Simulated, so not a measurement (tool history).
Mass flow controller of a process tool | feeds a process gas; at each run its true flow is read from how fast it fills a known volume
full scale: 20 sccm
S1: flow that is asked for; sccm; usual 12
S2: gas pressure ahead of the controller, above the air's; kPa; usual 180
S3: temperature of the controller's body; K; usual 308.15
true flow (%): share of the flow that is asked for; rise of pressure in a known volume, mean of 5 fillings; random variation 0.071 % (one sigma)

run 1 hour=0 | S1=12 S2=180 S3=308.15 | true_flow_(%)=100.46
run 2 hour=207 | S1=12 S2=180 S3=308.15 | true_flow_(%)=100.49
run 3 hour=304.9 | S1=12 S2=180 S3=308.15 | true_flow_(%)=100.31
run 4 hour=396.8 | S1=12 S2=228 S3=308.15 | true_flow_(%)=99.84
run 5 hour=552.9 | S1=3 S2=228 S3=308.15 | true_flow_(%)=99.31
run 6 hour=662.3 | S1=12 S2=274 S3=308.15 | true_flow_(%)=99.62
run 7 hour=860.4 | S1=12 S2=274 S3=308.15 | true_flow_(%)=99.3
run 8 hour=964.6 | S1=12 S2=180 S3=293.15 | true_flow_(%)=98.6
run 9 hour=1058.6 | S1=12 S2=180 S3=293.15 | true_flow_(%)=98.61
run 10 hour=1194.5 | S1=6 S2=183 S3=307.15 | true_flow_(%)=99.23
run 11 hour=1334.2 | S1=3 S2=183 S3=307.15 | true_flow_(%)=99.16
run 12 hour=1476.4 | S1=3 S2=183 S3=307.15 | true_flow_(%)=98.96
run 13 hour=1661.9 | S1=12 S2=228 S3=298.15 | true_flow_(%)=98.24
run 14 hour=1828.4 | S1=12 S2=228 S3=298.15 | true_flow_(%)=98.08
run 15 hour=2007.5 | S1=20 S2=272 S3=296.15 | true_flow_(%)=98.2
run 16 hour=2158.6 | S1=8 S2=180 S3=308.15 | true_flow_(%)=98.85
run 17 hour=2316.2 | S1=8 S2=180 S3=308.15 | true_flow_(%)=98.95

Some steps in true flow (%) between neighbouring runs. How much of each would the tool show without its hidden state too (settings, what came in, random variation), and how much is left for the hidden state, with any gauge scatter that isn't in both results?
The hidden state here: flow at rest that the sensor doesn't see, % of full scale; true flow over the shown one, %; drift of the gauge itself on true_pct, %.
Run 1 -> 2: no setting changed, nothing entered. true flow (%) +0.03: hidden state -0.13, all else +0.16.
Run 12 -> 13: S1 3 -> 12, S2 183 -> 228, S3 307.15 -> 298.15. true flow (%) -0.72: hidden state -0.1, all else -0.62.

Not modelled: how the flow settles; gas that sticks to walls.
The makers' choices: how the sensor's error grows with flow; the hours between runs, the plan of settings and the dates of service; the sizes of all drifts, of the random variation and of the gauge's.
